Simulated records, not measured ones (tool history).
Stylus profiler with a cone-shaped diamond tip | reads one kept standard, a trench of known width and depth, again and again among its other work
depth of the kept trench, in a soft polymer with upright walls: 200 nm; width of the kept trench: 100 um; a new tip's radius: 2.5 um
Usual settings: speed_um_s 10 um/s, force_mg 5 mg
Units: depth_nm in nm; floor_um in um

run 1 day=0 | speed_um_s=10 force_mg=5 | depth_nm=203.44 floor_um=97.8
run 2 day=1.012 | speed_um_s=10 force_mg=5 | depth_nm=203.37 floor_um=97.8
run 3 day=1.908 | speed_um_s=10 force_mg=4.72 | depth_nm=203.12 floor_um=97.87
run 4 day=2.979 | speed_um_s=5 force_mg=4.72 | depth_nm=203.16 floor_um=97.84
run 5 day=3.758 | speed_um_s=10 force_mg=5.5 | depth_nm=203.74 floor_um=97.79
run 6 day=4.971 | speed_um_s=10 force_mg=5.5 | depth_nm=203.77 floor_um=97.79
run 7 day=5.65 | speed_um_s=34 force_mg=5.5 | depth_nm=203.65 floor_um=97.67
run 8 day=6.567 | speed_um_s=10 force_mg=5 | depth_nm=203.36 floor_um=97.81
run 9 day=7.683 | speed_um_s=10 force_mg=2.96 | depth_nm=202.2 floor_um=97.78
run 10 day=8.354 | speed_um_s=10 force_mg=2.96 | depth_nm=202.32 floor_um=97.8
run 11 day=9.133 | speed_um_s=10 force_mg=5 | depth_nm=203.28 floor_um=97.71
run 12 day=10.533 | speed_um_s=10 force_mg=2.65 | depth_nm=201.91 floor_um=97.74
run 13 day=11.658 | speed_um_s=10 force_mg=5 | depth_nm=203.35 floor_um=97.73
run 14 day=12.346 | speed_um_s=5 force_mg=5 | depth_nm=203.41 floor_um=97.75
run 15 day=13.592 | speed_um_s=24 force_mg=2.64 | depth_nm=202.06 floor_um=97.63
run 16 day=14.512 | speed_um_s=11 force_mg=6.02 | depth_nm=203.86 floor_um=97.72
run 17 day=15.408 | speed_um_s=11 force_mg=6.02 | depth_nm=203.84 floor_um=97.7
run 18 day=16.567 | speed_um_s=11 force_mg=6.02 | depth_nm=203.79 floor_um=97.77
run 19 day=17.354 | speed_um_s=11 force_mg=6.02 | depth_nm=203.86 floor_um=97.74
run 20 day=18.133 | speed_um_s=11 force_mg=6.02 | depth_nm=203.75 floor_um=97.72
run 21 day=18.85 | speed_um_s=13 force_mg=9.64 | depth_nm=205.46 floor_um=97.7
run 22 day=20.3 | speed_um_s=5 force_mg=11.41 | depth_nm=206.13 floor_um=97.72
run 23 day=21.362 | speed_um_s=10 force_mg=2.39 | depth_nm=201.84 floor_um=97.68
run 24 day=22.792 | speed_um_s=22 force_mg=3.02 | depth_nm=202.15 floor_um=97.57
run 25 day=24.242 | speed_um_s=8 force_mg=2.61 | depth_nm=201.75 floor_um=97.69

Forecast each of these 3 alternatives for the next run:
run A day=25.45 | speed_um_s=9 force_mg=12.16 | depth_nm=? floor_um=?
run B day=25.45 | speed_um_s=23 force_mg=2.14 | depth_nm=? floor_um=?
run C day=25.45 | speed_um_s=8 force_mg=2.44 | depth_nm=? floor_um=?

run=A depth_nm=206.5 floor_um=97.69
run=B depth_nm=201.43 floor_um=97.58
run=C depth_nm=201.77 floor_um=97.67
Without the tool's hidden state the same runs would have given:
run=A depth_nm=207.15 floor_um=98.04
run=B depth_nm=202.07 floor_um=97.93
run=C depth_nm=202.41 floor_um=98.02
